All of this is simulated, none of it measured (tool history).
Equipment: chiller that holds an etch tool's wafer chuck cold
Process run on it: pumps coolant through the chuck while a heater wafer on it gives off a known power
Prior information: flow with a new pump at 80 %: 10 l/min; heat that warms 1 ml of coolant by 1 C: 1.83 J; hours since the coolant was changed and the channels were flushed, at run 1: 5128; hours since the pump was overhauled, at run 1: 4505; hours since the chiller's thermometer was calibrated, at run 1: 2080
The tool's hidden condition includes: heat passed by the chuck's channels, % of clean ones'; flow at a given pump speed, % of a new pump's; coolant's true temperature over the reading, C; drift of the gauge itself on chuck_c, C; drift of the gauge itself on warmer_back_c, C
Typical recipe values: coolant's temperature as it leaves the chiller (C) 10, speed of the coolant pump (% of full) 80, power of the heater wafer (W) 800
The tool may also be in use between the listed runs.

run,day,coolant's temperature as it leaves the chiller (C),speed of the coolant pump (% of full),power of the heater wafer (W),hours since the coolant was changed and the channels were flushed,hours since the pump was overhauled,hours since the chiller's thermometer was calibrated,chuck's temperature once it has settled (C),how much warmer the coolant comes back (C)
1,0.000,10,80,800,5128,4505,2080,16.87,2.78
2,6.467,10,80,800,5283,4660,2235,16.85,2.81
3,12.021,10,80,800,5416,4793,2369,16.92,2.82
# day 13.454: coolant changed, channels flushed
4,15.108,10,80,800,40,4861,2437,15.76,2.80
5,18.688,10,91,800,126,4947,2523,14.94,2.47
6,24.158,10,80,800,257,5078,2654,15.67,2.83
7,28.883,10,80,1110,370,5192,2767,18.04,3.91
# day 31.517: chiller's thermometer calibrated
8,33.704,19,80,1110,485,5307,53,27.24,3.93
9,39.529,19,80,1110,625,5446,192,27.32,3.94
10,44.150,10,80,601,736,5557,303,14.60,2.13
11,47.596,10,80,601,818,5640,386,14.60,2.15
12,51.504,10,80,601,912,5734,480,14.63,2.15
13,57.750,10,80,800,1062,5884,630,16.25,2.86
14,64.079,10,80,800,1214,6036,782,16.13,2.87
# day 69.754: coolant pump overhauled
15,70.588,10,80,800,1365,20,933,16.43,3.06
16,75.983,4,80,800,1495,149,1062,10.57,3.07
17,82.346,4,80,800,1647,302,1215,10.62,3.06
18,86.908,4,80,800,1757,412,1324,10.56,3.09
19,89.846,4,80,800,1827,482,1395,10.75,3.07
20,95.979,7,80,800,1975,629,1542,13.72,3.08
21,100.979,6,80,800,2095,749,1662,12.68,3.07
# day 106.671: coolant pump overhauled, once more
22,106.925,7,87,571,2232,6,1800,10.97,1.72
23,113.096,5,80,1180,2380,154,1948,13.70,3.90
24,118.629,5,80,1180,2513,287,2081,13.57,3.90
25,124.138,5,80,934,2645,419,2213,12.03,3.09
26,129.112,5,80,934,2765,539,2332,11.96,3.08
27,132.946,19,80,948,2857,631,2424,25.95,3.15
28,136.496,14,71,642,2942,716,2510,19.30,2.40
29,140.454,19,70,876,3037,811,2605,26.36,3.34
30,146.442,2,80,746,3181,955,2748,7.44,2.48
31,149.125,6,75,419,3245,1019,2813,9.32,1.49

Consider 3 possible next runs. They are alternatives, not a sequence: every one starts from the tool as it was left by run 31. What does each give?
# day 149.667: chiller's thermometer calibrated
A,153.429,7,75,419,3347,1121,90,?,?
# day 149.667: chiller's thermometer calibrated
B,153.429,4,80,800,3347,1121,90,?,?
# day 149.667: chiller's thermometer calibrated
C,153.429,6,66,926,3347,1121,90,?,?

run,chuck's temperature once it has settled (C),how much warmer the coolant comes back (C)
A,10.22,1.49
B,9.93,2.67
C,14.34,3.77
Stripped of hidden state, with their random variation kept, the same runs would have yielded:
run,chuck's temperature once it has settled (C),how much warmer the coolant comes back (C)
A,10.03,1.47
B,9.44,2.63
C,13.59,3.71
